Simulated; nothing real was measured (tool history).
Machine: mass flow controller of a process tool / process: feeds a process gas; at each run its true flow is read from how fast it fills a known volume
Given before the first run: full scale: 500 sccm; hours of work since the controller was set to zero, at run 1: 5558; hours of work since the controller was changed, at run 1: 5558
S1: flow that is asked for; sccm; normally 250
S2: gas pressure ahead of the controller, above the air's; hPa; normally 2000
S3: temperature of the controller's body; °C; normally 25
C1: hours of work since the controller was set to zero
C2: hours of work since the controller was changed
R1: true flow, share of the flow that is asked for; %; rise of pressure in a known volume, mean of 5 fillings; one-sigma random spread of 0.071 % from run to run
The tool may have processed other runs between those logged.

Run 1, day 0: usual settings; C1 5558; C2 5558. Result: R1 99.83 %.
Run 2, day 13.075: usual settings; C1 5672; C2 5672. Result: R1 99.75 %.
Run 3, day 27.204: usual settings but S2 2160 hPa; C1 5795; C2 5795. Result: R1 99.76 %.
Run 4, day 41.338: usual settings but S2 2160 hPa; C1 5918; C2 5918. Result: R1 99.71 %.
Run 5, day 50.921: usual settings but S2 2160 hPa; C1 6001; C2 6001. Result: R1 99.58 %.
Run 6, day 65.246: usual settings but S1 184 sccm, S2 2160 hPa; C1 6125; C2 6125. Result: R1 99.53 %.
Run 7, day 75.438: usual settings; C1 6214; C2 6214. Result: R1 99.61 %.
Run 8, day 83.704: usual settings; C1 6286; C2 6286. Result: R1 99.72 %.
Run 9, day 91.346: usual settings but S2 1460 hPa; C1 6352; C2 6352. Result: R1 99.63 %.
Run 10, day 100.708: usual settings; C1 6434; C2 6434. Result: R1 99.55 %.
Run 11, day 110.971: usual settings; C1 6523; C2 6523. Result: R1 99.6 %.
Run 12, day 121.638: usual settings but S1 484 sccm; C1 6616; C2 6616. Result: R1 99.71 %.
Run 13, day 129.088: usual settings but S1 484 sccm; C1 6681; C2 6681. Result: R1 99.78 %.
Run 14, day 141.367: usual settings but S1 484 sccm; C1 6787; C2 6787. Result: R1 99.66 %.
Run 15, day 148.2: usual settings but S1 484 sccm; C1 6847; C2 6847. Result: R1 99.59 %.
Run 16, day 161.438: usual settings but S1 484 sccm; C1 6962; C2 6962. Result: R1 99.65 %.
Run 17, day 172.554: usual settings but S1 484 sccm; C1 7059; C2 7059. Result: R1 99.62 %.
Run 18, day 179.412: usual settings but S1 174 sccm; C1 7118; C2 7118. Result: R1 99.37 %.
Run 19, day 186.65: usual settings but S1 174 sccm; C1 7181; C2 7181. Result: R1 99.29 %.
At day 187.788: controller's zero set anew.
Run 20, day 193.575: usual settings but S1 104 sccm, S3 31 °C; C1 50; C2 7241. Result: R1 99.77 %.
Run 21, day 210.367: usual settings but S1 134 sccm, S2 1730 hPa, S3 39 °C; C1 196; C2 7387. Result: R1 100.55 %.
Run 22, day 221.229: usual settings but S1 134 sccm, S2 1960 hPa, S3 20 °C; C1 291; C2 7482. Result: R1 98.87 %.
Run 23, day 231.212: usual settings but S1 115 sccm, S2 2480 hPa, S3 21 °C; C1 378; C2 7568. Result: R1 98.83 %.
Run 24, day 243.225: usual settings but S1 115 sccm, S2 2480 hPa, S3 21 °C; C1 482; C2 7673. Result: R1 98.72 %.
Run 25, day 259.162: usual settings but S1 52 sccm, S2 1510 hPa, S3 30 °C; C1 621; C2 7812. Result: R1 99.68 %.
Run 26, day 266.029: usual settings but S1 69 sccm, S2 2660 hPa, S3 30 °C; C1 680; C2 7871. Result: R1 99.38 %.
Run 27, day 273.854: usual settings but S1 93 sccm, S2 2020 hPa, S3 29 °C; C1 748; C2 7939. Result: R1 99.51 %.
Run 28, day 288.546: usual settings but S1 90 sccm, S2 1400 hPa, S3 33 °C; C1 876; C2 8067. Result: R1 99.81 %.
Run 29, day 303.388: usual settings but S1 90 sccm, S2 1400 hPa, S3 35 °C; C1 1005; C2 8196. Result: R1 100 %.
Run 30, day 310.871: usual settings but S2 1500 hPa, S3 29 °C; C1 1070; C2 8261. Result: R1 99.53 %.

Predict the results of run 31:
Run 31, day 317.708: usual settings but S2 1500 hPa, S3 29 °C; C1 1130; C2 8321. Result: R1 ?.

Run 31 yielded R1 99.58 %.
The same run, on a tool lacking any hidden state, would have yielded R1 100.15 %.
